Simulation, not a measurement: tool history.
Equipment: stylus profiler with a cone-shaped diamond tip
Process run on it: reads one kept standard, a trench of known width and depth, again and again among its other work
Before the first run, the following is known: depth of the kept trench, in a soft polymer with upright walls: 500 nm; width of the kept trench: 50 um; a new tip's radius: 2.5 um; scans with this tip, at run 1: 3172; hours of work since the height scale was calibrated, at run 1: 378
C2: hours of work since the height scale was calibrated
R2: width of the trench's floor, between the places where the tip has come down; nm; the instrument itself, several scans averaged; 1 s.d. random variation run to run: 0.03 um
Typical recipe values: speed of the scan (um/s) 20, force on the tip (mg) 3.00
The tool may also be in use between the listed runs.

{"run": 1, "hour": 0.0, "speed of the scan (um/s)": 20, "force on the tip (mg)": 3.0, "scans with this tip": 3172, "C2": 378, "depth of the trench (nm)": 504.9, "R2": 46940}
{"run": 2, "hour": 22.5, "speed of the scan (um/s)": 20, "force on the tip (mg)": 3.0, "scans with this tip": 3256, "C2": 388, "depth of the trench (nm)": 504.85, "R2": 46990}
{"run": 3, "hour": 33.8, "speed of the scan (um/s)": 20, "force on the tip (mg)": 3.0, "scans with this tip": 3298, "C2": 393, "depth of the trench (nm)": 504.81, "R2": 46940}
{"run": 4, "hour": 50.7, "speed of the scan (um/s)": 20, "force on the tip (mg)": 3.64, "scans with this tip": 3360, "C2": 401, "depth of the trench (nm)": 505.37, "R2": 46970}
{"run": 5, "hour": 72.4, "speed of the scan (um/s)": 20, "force on the tip (mg)": 1.16, "scans with this tip": 3441, "C2": 410, "depth of the trench (nm)": 502.44, "R2": 46920}
{"run": 6, "hour": 94.3, "speed of the scan (um/s)": 20, "force on the tip (mg)": 6.3, "scans with this tip": 3522, "C2": 420, "depth of the trench (nm)": 507.83, "R2": 46950}
{"run": 7, "hour": 106.9, "speed of the scan (um/s)": 20, "force on the tip (mg)": 6.3, "scans with this tip": 3569, "C2": 426, "depth of the trench (nm)": 508.05, "R2": 47000}

Run 8 comes next. What will it give?
{"run": 8, "hour": 126.7, "speed of the scan (um/s)": 9, "force on the tip (mg)": 1.97, "scans with this tip": 3642, "C2": 434, "depth of the trench (nm)": "?", "R2": "?"}

{"run 8": {"depth of the trench (nm)": 503.75, "R2": 46970}}
Take away the tool's hidden state, keep the run-to-run variation as it was, and the same run would have given depth of the trench (nm) 503.74, R2 46970 nm.

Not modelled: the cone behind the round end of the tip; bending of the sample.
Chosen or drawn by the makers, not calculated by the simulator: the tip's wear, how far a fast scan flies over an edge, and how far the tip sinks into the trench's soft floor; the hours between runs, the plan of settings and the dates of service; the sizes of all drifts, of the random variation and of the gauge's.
